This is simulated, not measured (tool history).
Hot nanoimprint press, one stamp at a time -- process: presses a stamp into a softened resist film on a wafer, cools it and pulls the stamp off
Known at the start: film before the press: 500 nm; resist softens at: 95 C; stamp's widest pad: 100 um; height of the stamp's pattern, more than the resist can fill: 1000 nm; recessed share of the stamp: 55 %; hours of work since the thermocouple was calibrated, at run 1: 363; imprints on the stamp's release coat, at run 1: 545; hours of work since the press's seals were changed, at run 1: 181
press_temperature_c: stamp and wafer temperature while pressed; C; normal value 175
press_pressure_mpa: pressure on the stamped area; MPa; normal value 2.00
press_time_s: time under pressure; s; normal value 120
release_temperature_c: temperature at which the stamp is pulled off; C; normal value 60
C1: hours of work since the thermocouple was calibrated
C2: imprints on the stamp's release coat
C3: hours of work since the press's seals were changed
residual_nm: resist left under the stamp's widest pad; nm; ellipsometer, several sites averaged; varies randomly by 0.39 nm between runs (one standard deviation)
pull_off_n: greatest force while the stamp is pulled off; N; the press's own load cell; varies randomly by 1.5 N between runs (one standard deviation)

run 1 hour=0.0 | press_temperature_c=175 press_pressure_mpa=2.00 press_time_s=120 release_temperature_c=60 | C1=363 C2=545 C3=181 | residual_nm=201.9 pull_off_n=97
run 2 hour=12.9 | press_temperature_c=175 press_pressure_mpa=2.00 press_time_s=120 release_temperature_c=60 | C1=372 C2=590 C3=189 | residual_nm=201.6 pull_off_n=98
run 3 hour=24.0 | press_temperature_c=175 press_pressure_mpa=2.00 press_time_s=120 release_temperature_c=60 | C1=379 C2=628 C3=197 | residual_nm=201.8 pull_off_n=98
run 4 hour=31.9 | press_temperature_c=175 press_pressure_mpa=2.00 press_time_s=120 release_temperature_c=60 | C1=384 C2=655 C3=202 | residual_nm=201.9 pull_off_n=97
run 5 hour=40.4 | press_temperature_c=175 press_pressure_mpa=2.00 press_time_s=120 release_temperature_c=60 | C1=390 C2=685 C3=207 | residual_nm=201.9 pull_off_n=100
run 6 hour=52.3 | press_temperature_c=175 press_pressure_mpa=2.00 press_time_s=120 release_temperature_c=60 | C1=398 C2=726 C3=215 | residual_nm=201.2 pull_off_n=96
run 7 hour=64.1 | press_temperature_c=175 press_pressure_mpa=2.00 press_time_s=120 release_temperature_c=60 | C1=405 C2=766 C3=223 | residual_nm=201.4 pull_off_n=98
run 8 hour=76.6 | press_temperature_c=175 press_pressure_mpa=2.00 press_time_s=120 release_temperature_c=60 | C1=414 C2=809 C3=231 | residual_nm=200.8 pull_off_n=103
run 9 hour=89.1 | press_temperature_c=175 press_pressure_mpa=1.32 press_time_s=63 release_temperature_c=60 | C1=422 C2=853 C3=239 | residual_nm=302.9 pull_off_n=103
run 10 hour=101.3 | press_temperature_c=175 press_pressure_mpa=1.32 press_time_s=63 release_temperature_c=60 | C1=430 C2=895 C3=247 | residual_nm=303.2 pull_off_n=102
run 11 hour=107.7 | press_temperature_c=175 press_pressure_mpa=1.29 press_time_s=79 release_temperature_c=60 | C1=434 C2=917 C3=252 | residual_nm=285.7 pull_off_n=102
run 12 hour=120.4 | press_temperature_c=175 press_pressure_mpa=1.29 press_time_s=79 release_temperature_c=60 | C1=442 C2=960 C3=260 | residual_nm=284.7 pull_off_n=104
run 13 hour=129.7 | press_temperature_c=181 press_pressure_mpa=1.54 press_time_s=61 release_temperature_c=55 | C1=449 C2=993 C3=266 | residual_nm=228.3 pull_off_n=111

What will run 14 give?
run 14 hour=142.2 | press_temperature_c=181 press_pressure_mpa=1.54 press_time_s=61 release_temperature_c=55 | C1=457 C2=1036 C3=274 | residual_nm=? pull_off_n=?

{"run 14": {"residual_nm": 227.6, "pull_off_n": 116}}
With the hidden condition absent and the run-to-run variation left alone, this run would have shown residual_nm 233.8 nm, pull_off_n 103 N.
